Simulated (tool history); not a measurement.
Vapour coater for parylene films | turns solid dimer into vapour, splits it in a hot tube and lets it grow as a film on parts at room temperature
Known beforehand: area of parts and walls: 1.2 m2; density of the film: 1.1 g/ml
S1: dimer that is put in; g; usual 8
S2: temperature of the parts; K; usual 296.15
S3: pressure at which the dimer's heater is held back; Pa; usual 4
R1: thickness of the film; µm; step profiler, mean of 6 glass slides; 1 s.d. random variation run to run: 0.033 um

Run 1, hour 0: usual settings. Result: R1 3.1 µm.
Run 2, hour 48.4: usual settings. Result: R1 3.03 µm.
Run 3, hour 81.4: usual settings but S1 13 g. Result: R1 4.99 µm.
Run 4, hour 104.9: usual settings but S1 13 g. Result: R1 5.01 µm.
Run 5, hour 141.6: usual settings but S1 13 g, S3 2.1 Pa. Result: R1 5.17 µm.
At hour 170.1: trap's valve overhauled.
Run 6, hour 179.1: usual settings. Result: R1 3.28 µm.
Run 7, hour 230: usual settings. Result: R1 3.23 µm.
Run 8, hour 273.2: usual settings. Result: R1 3.3 µm.
Run 9, hour 311.7: usual settings. Result: R1 3.29 µm.
Run 10, hour 360: usual settings. Result: R1 3.2 µm.
Run 11, hour 392: usual settings. Result: R1 3.17 µm.
Run 12, hour 422.4: usual settings but S2 297.15 K. Result: R1 3.11 µm.
Run 13, hour 447: usual settings but S2 295.15 K. Result: R1 3.19 µm.
Run 14, hour 495.6: usual settings but S1 9 g. Result: R1 3.53 µm.
Run 15, hour 544: usual settings but S1 9 g. Result: R1 3.53 µm.
Run 16, hour 594.9: usual settings. Result: R1 3.12 µm.
At hour 633.5: trap's valve overhauled.
Run 17, hour 648.6: usual settings but S3 2.75 Pa. Result: R1 3.45 µm.
Run 18, hour 697: usual settings. Result: R1 3.35 µm.
Run 19, hour 732.7: usual settings. Result: R1 3.32 µm.
Run 20, hour 778.8: usual settings. Result: R1 3.27 µm.
Run 21, hour 812.5: usual settings but S3 9.87 Pa. Result: R1 2.99 µm.
Run 22, hour 862.2: usual settings but S2 308.15 K. Result: R1 2.55 µm.
Run 23, hour 892: usual settings but S2 308.15 K. Result: R1 2.58 µm.
Run 24, hour 924.1: usual settings but S2 308.15 K. Result: R1 2.54 µm.
Run 25, hour 968.5: usual settings but S2 308.15 K, S3 4.84 Pa. Result: R1 2.5 µm.
Run 26, hour 1016.9: usual settings but S1 7 g, S2 292.15 K, S3 4.38 Pa. Result: R1 2.91 µm.
Run 27, hour 1052.1: usual settings but S1 10 g, S3 2.32 Pa. Result: R1 4.03 µm.
Run 28, hour 1077: usual settings but S1 10 g, S3 2.32 Pa. Result: R1 4.04 µm.
At hour 1095.3: trap's valve overhauled.
Run 29, hour 1112.9: usual settings but S2 306.15 K, S3 8.53 Pa. Result: R1 2.64 µm.
Run 30, hour 1150.5: usual settings but S2 306.15 K, S3 8.53 Pa. Result: R1 2.6 µm.
Run 31, hour 1196.6: usual settings but S2 306.15 K, S3 8.53 Pa. Result: R1 2.59 µm.
Run 32, hour 1247.5: usual settings but S2 306.15 K, S3 8.53 Pa. Result: R1 2.52 µm.
Run 33, hour 1295.4: usual settings but S2 306.15 K, S3 8.53 Pa. Result: R1 2.54 µm.
Run 34, hour 1337.4: usual settings but S2 306.15 K, S3 8.53 Pa. Result: R1 2.55 µm.
Run 35, hour 1376.7: usual settings but S1 6 g, S2 306.15 K, S3 9.21 Pa. Result: R1 1.9 µm.
Run 36, hour 1419: usual settings but S1 3 g, S2 308.15 K. Result: R1 0.94 µm.
Run 37, hour 1448.7: usual settings but S1 3 g, S2 308.15 K. Result: R1 0.92 µm.
Run 38, hour 1476.5: usual settings but S1 3 g, S2 308.15 K. Result: R1 0.96 µm.
At hour 1495.6: table's thermometer calibrated.
Run 39, hour 1507.4: usual settings but S2 300.15 K, S3 6.28 Pa. Result: R1 2.72 µm.
Run 40, hour 1528.1: usual settings but S2 300.15 K, S3 6.28 Pa. Result: R1 2.78 µm.
At hour 1557.8: trap's valve overhauled.
Run 41, hour 1580.4: usual settings but S2 300.15 K, S3 6.28 Pa. Result: R1 2.98 µm.
Run 42, hour 1614.6: usual settings but S2 297.15 K. Result: R1 3.16 µm.
Run 43, hour 1639.7: usual settings but S2 297.15 K, S3 4.06 Pa. Result: R1 3.19 µm.
Run 44, hour 1665.3: usual settings but S1 12 g, S2 301.15 K, S3 4.06 Pa. Result: R1 4.45 µm.
Run 45, hour 1695.6: usual settings but S1 5 g, S2 303.15 K, S3 5.05 Pa. Result: R1 1.74 µm.
Run 46, hour 1716.6: usual settings but S1 5 g, S2 303.15 K, S3 5.05 Pa. Result: R1 1.73 µm.

A few steps of R1 between consecutive runs. Split each: what settings, incoming material and random variation would produce without the hidden state, and what is left over for the hidden state, along with gauge scatter present in only one of the two compared results (measured, and without hidden state):
What the log doesn't record here: vapour lost through the trap's worn valve, %; true temperature of the parts over the reading, C; drift of the gauge itself on film_um, %.
Run 2 -> 3: S1 8 -> 13. R1 +1.96 µm: hidden state -0.17, all else +2.13.
Run 5 -> 6: S1 13 -> 8, S3 2.1 -> 4, trap's valve overhauled. R1 -1.89 µm: hidden state +0.45, all else -2.34.
Run 28 -> 29: S1 10 -> 8, S2 296.15 -> 306.15, S3 2.32 -> 8.53, trap's valve overhauled. R1 -1.4 µm: hidden state +0.31, all else -1.71.
Run 40 -> 41: trap's valve overhauled. R1 +0.2 µm: hidden state +0.25, all else -0.05.
Run 44 -> 45: S1 12 -> 5, S2 301.15 -> 303.15, S3 4.06 -> 5.05. R1 -2.71 µm: hidden state +0.03, all else -2.74.

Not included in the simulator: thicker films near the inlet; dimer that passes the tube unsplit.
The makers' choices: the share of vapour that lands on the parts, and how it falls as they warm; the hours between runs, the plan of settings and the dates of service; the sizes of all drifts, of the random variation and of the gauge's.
